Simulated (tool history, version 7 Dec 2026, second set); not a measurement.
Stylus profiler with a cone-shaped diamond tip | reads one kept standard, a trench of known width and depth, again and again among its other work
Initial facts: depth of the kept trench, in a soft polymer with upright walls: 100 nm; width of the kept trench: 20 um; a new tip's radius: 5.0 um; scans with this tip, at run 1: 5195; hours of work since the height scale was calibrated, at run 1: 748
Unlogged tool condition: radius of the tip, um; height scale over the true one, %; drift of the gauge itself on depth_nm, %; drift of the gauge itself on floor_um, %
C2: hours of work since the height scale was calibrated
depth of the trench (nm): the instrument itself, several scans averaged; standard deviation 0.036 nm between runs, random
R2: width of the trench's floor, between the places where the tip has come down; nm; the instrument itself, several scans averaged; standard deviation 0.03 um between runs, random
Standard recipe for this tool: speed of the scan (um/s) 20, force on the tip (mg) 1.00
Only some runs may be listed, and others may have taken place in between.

run 1 day=0.000 | speed_of_the_scan_(um/s)=20 force_on_the_tip_(mg)=1.00 | scans_with_this_tip=5195 C2=748 | depth_of_the_trench_(nm)=100.89 R2=17720
run 2 day=0.658 | speed_of_the_scan_(um/s)=20 force_on_the_tip_(mg)=1.71 | scans_with_this_tip=5281 C2=760 | depth_of_the_trench_(nm)=101.15 R2=17700
run 3 day=1.833 | speed_of_the_scan_(um/s)=20 force_on_the_tip_(mg)=1.71 | scans_with_this_tip=5435 C2=782 | depth_of_the_trench_(nm)=101.19 R2=17710
run 4 day=2.729 | speed_of_the_scan_(um/s)=29 force_on_the_tip_(mg)=1.00 | scans_with_this_tip=5552 C2=799 | depth_of_the_trench_(nm)=100.82 R2=17680
run 5 day=3.488 | speed_of_the_scan_(um/s)=29 force_on_the_tip_(mg)=1.00 | scans_with_this_tip=5652 C2=813 | depth_of_the_trench_(nm)=100.88 R2=17710
run 6 day=4.829 | speed_of_the_scan_(um/s)=20 force_on_the_tip_(mg)=1.00 | scans_with_this_tip=5827 C2=839 | depth_of_the_trench_(nm)=100.81 R2=17700
run 7 day=5.904 | speed_of_the_scan_(um/s)=20 force_on_the_tip_(mg)=1.00 | scans_with_this_tip=5968 C2=859 | depth_of_the_trench_(nm)=100.91 R2=17700
run 8 day=6.533 | speed_of_the_scan_(um/s)=20 force_on_the_tip_(mg)=1.00 | scans_with_this_tip=6050 C2=871 | depth_of_the_trench_(nm)=100.91 R2=17780
run 9 day=7.192 | speed_of_the_scan_(um/s)=20 force_on_the_tip_(mg)=1.00 | scans_with_this_tip=6136 C2=883 | depth_of_the_trench_(nm)=100.82 R2=17700
run 10 day=8.558 | speed_of_the_scan_(um/s)=20 force_on_the_tip_(mg)=1.00 | scans_with_this_tip=6315 C2=909 | depth_of_the_trench_(nm)=100.85 R2=17680
run 11 day=9.538 | speed_of_the_scan_(um/s)=20 force_on_the_tip_(mg)=2.33 | scans_with_this_tip=6443 C2=927 | depth_of_the_trench_(nm)=101.40 R2=17680
run 12 day=10.158 | speed_of_the_scan_(um/s)=20 force_on_the_tip_(mg)=2.33 | scans_with_this_tip=6525 C2=939 | depth_of_the_trench_(nm)=101.41 R2=17730
run 13 day=10.775 | speed_of_the_scan_(um/s)=10 force_on_the_tip_(mg)=1.00 | scans_with_this_tip=6605 C2=951 | depth_of_the_trench_(nm)=100.92 R2=17710
run 14 day=11.862 | speed_of_the_scan_(um/s)=25 force_on_the_tip_(mg)=1.00 | scans_with_this_tip=6747 C2=971 | depth_of_the_trench_(nm)=100.87 R2=17670
run 15 day=12.896 | speed_of_the_scan_(um/s)=65 force_on_the_tip_(mg)=1.00 | scans_with_this_tip=6883 C2=991 | depth_of_the_trench_(nm)=100.91 R2=17500
run 16 day=14.038 | speed_of_the_scan_(um/s)=65 force_on_the_tip_(mg)=1.00 | scans_with_this_tip=7032 C2=1012 | depth_of_the_trench_(nm)=100.88 R2=17440
run 17 day=14.942 | speed_of_the_scan_(um/s)=71 force_on_the_tip_(mg)=1.80 | scans_with_this_tip=7150 C2=1029 | depth_of_the_trench_(nm)=101.26 R2=17610
run 18 day=15.675 | speed_of_the_scan_(um/s)=71 force_on_the_tip_(mg)=1.80 | scans_with_this_tip=7246 C2=1043 | depth_of_the_trench_(nm)=101.30 R2=17530
run 19 day=17.054 | speed_of_the_scan_(um/s)=24 force_on_the_tip_(mg)=2.26 | scans_with_this_tip=7427 C2=1069 | depth_of_the_trench_(nm)=101.39 R2=17630
run 20 day=18.008 | speed_of_the_scan_(um/s)=7 force_on_the_tip_(mg)=2.36 | scans_with_this_tip=7552 C2=1087 | depth_of_the_trench_(nm)=101.45 R2=17650
run 21 day=18.746 | speed_of_the_scan_(um/s)=7 force_on_the_tip_(mg)=2.36 | scans_with_this_tip=7648 C2=1101 | depth_of_the_trench_(nm)=101.43 R2=17710
run 22 day=19.317 | speed_of_the_scan_(um/s)=27 force_on_the_tip_(mg)=0.45 | scans_with_this_tip=7723 C2=1112 | depth_of_the_trench_(nm)=100.64 R2=17550
run 23 day=20.438 | speed_of_the_scan_(um/s)=21 force_on_the_tip_(mg)=0.75 | scans_with_this_tip=7870 C2=1133 | depth_of_the_trench_(nm)=100.73 R2=17640
run 24 day=21.550 | speed_of_the_scan_(um/s)=40 force_on_the_tip_(mg)=2.14 | scans_with_this_tip=8015 C2=1154 | depth_of_the_trench_(nm)=101.37 R2=17590
run 25 day=22.850 | speed_of_the_scan_(um/s)=40 force_on_the_tip_(mg)=2.14 | scans_with_this_tip=8185 C2=1178 | depth_of_the_trench_(nm)=101.38 R2=17580

Run 26, settings as shown, results not yet in. Your forecast:
run 26 day=23.517 | speed_of_the_scan_(um/s)=12 force_on_the_tip_(mg)=0.58 | scans_with_this_tip=8272 C2=1191 | depth_of_the_trench_(nm)=? R2=?

Run 26 yielded depth of the trench (nm) 100.73, R2 17630 nm.
The same run, on a tool lacking any hidden state, would have yielded depth of the trench (nm) 100.52, R2 17990 nm.
